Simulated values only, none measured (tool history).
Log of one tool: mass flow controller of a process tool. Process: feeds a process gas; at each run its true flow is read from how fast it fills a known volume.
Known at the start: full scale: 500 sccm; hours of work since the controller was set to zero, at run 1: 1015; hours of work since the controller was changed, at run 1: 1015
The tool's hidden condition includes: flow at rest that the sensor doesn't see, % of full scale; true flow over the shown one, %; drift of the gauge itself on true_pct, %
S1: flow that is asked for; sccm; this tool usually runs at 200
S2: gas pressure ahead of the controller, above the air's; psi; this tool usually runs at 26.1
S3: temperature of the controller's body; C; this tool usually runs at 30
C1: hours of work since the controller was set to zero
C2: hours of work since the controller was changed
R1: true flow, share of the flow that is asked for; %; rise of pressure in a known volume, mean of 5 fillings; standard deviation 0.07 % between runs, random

run,hour,S1,S2,S3,C1,C2,R1
1,0,200,26.1,30,1015,1015,98.63
2,221.9,200,26.1,30,1181,1181,98.58
3,490.9,200,26.1,30,1383,1383,98.6
4,855.5,200,26.1,30,1656,1656,98.61
5,1220.5,200,29.2,30,1930,1930,98.57
6,1611.3,200,29.2,30,2223,2223,98.53
7,1991.4,200,29.2,30,2507,2507,98.4
8,2416.6,200,26.1,30,2826,2826,98.62
9,2842.2,200,26.1,30,3145,3145,98.63
10,3181.9,200,26.1,30,3400,3400,98.63
11,3377.3,200,26.1,30,3547,3547,98.49
12,3631.4,200,26.1,30,3737,3737,98.54
13,3951,200,26.1,30,3977,3977,98.48
14,4333.5,200,26.1,30,4263,4263,98.63
15,4706.3,200,26.1,30,4543,4543,98.49
16,4920.5,229,26.1,30,4703,4703,98.81
17,5162.2,229,26.1,30,4885,4885,98.77
18,5373.5,229,26.1,30,5043,5043,98.86
19,5609,200,26.1,32,5220,5220,98.78
# hour 5803.7: controller's zero set anew
20,5983.7,200,26.1,32,135,5500,98.69
21,6298.7,451,26.1,30,371,5736,100.2
22,6620,451,26.1,30,612,5977,100.21
23,6805,451,26.1,30,751,6116,100.34
24,7163.4,451,26.1,30,1019,6385,100.22
# hour 7309.1: controller exchanged for a calibrated one
25,7392.8,451,26.1,30,63,63,100.19
26,7759.6,127,40,24,338,338,97.05
27,8126,127,40,24,612,612,97.14
28,8371.6,202,26.1,30,797,797,98.63
29,8576.8,202,20.6,20,950,950,97.78
30,8832.7,202,20.5,21,1142,1142,97.81
31,9037.6,391,20.5,21,1296,1296,99.11
32,9461.8,391,20.5,21,1614,1614,99.19
33,9731.5,391,20.5,21,1816,1816,99.23
34,10044.9,70,21.3,21,2051,2051,96.99
35,10399.6,346,35.1,21,2317,2317,98.49
36,10630.8,346,35.1,21,2490,2490,98.27
37,10863.8,374,22,32,2665,2665,99.85
38,11108.2,117,30.3,30,2848,2848,97.92
39,11500.9,117,30.3,30,3143,3143,98.07
40,11857.7,117,30.3,30,3410,3410,98
41,12253.2,332,21.6,35,3707,3707,99.9
42,12646.1,200,39,30,4001,4001,98.32
43,12987.2,200,38.9,22,4257,4257,97.56
44,13364.3,200,38.9,22,4540,4540,97.41
45,13705.2,200,38.9,22,4795,4795,97.49
46,14011.2,200,38.9,22,5025,5025,97.46
47,14184.7,200,21.6,39,5155,5155,99.62

Forecast run 48:
# hour 14465.8: controller's zero set anew
48,14497.9,374,26.1,22,24,5389,?

Run 48 came out at R1 98.94 %.
If the tool had no hidden condition, the same run with the same run-to-run variation would have returned R1 98.94 %.

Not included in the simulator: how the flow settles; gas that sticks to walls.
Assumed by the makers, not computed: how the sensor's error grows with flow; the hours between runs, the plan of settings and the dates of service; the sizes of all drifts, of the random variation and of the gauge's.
